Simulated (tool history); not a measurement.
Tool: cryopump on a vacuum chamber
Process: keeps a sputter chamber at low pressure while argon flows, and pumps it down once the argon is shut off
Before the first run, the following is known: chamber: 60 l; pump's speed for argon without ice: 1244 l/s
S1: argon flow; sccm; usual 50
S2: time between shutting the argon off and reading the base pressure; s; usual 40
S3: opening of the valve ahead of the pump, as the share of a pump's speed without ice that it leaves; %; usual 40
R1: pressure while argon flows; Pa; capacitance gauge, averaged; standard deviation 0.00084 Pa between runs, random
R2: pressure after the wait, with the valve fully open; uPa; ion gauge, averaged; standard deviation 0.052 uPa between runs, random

Run 1, hour 0.0: usual settings. Result: R1 0.1734 Pa, R2 4.87 uPa.
Run 2, hour 29.5: usual settings but S1 66 sccm. Result: R1 0.2315 Pa, R2 4.89 uPa.
Run 3, hour 81.5: usual settings but S1 66 sccm. Result: R1 0.2318 Pa, R2 5.10 uPa.
Run 4, hour 127.8: usual settings. Result: R1 0.1766 Pa, R2 5.06 uPa.
Run 5, hour 174.9: usual settings. Result: R1 0.1766 Pa, R2 5.10 uPa.
Run 6, hour 202.5: usual settings. Result: R1 0.1777 Pa, R2 4.97 uPa.
Run 7, hour 254.5: usual settings but S3 36 %. Result: R1 0.1968 Pa, R2 5.12 uPa.
Run 8, hour 311.1: usual settings but S2 178 s. Result: R1 0.1788 Pa, R2 2.90 uPa.
Run 9, hour 349.1: usual settings but S2 178 s. Result: R1 0.1802 Pa, R2 3.08 uPa.
Run 10, hour 376.1: usual settings but S2 73 s, S3 43 %. Result: R1 0.1700 Pa, R2 4.09 uPa.
Run 11, hour 417.4: usual settings but S2 73 s, S3 43 %. Result: R1 0.1684 Pa, R2 4.11 uPa.

Here are 4 independent what-if runs from the current tool condition. What would each one return?
Run A, hour 461.2: usual settings but S1 35 sccm. Result: R1 ?, R2 ?.
Run B, hour 461.2: usual settings but S2 30 s. Result: R1 ?, R2 ?.
Run C, hour 461.2: usual settings but S2 73 s, S3 51 %. Result: R1 ?, R2 ?.
Run D, hour 461.2: usual settings but S1 75 sccm, S2 73 s, S3 34 %. Result: R1 ?, R2 ?.

run      R1    R2
  A  0.1292  5.53
  B  0.1828  6.53
  C  0.1464  4.15
  D  0.3208  4.03
Without the tool's unlogged condition, the same runs would have read:
run      R1    R2
  A  0.1202  3.21
  B  0.1699  4.22
  C  0.1335  1.88
  D  0.3014  1.81
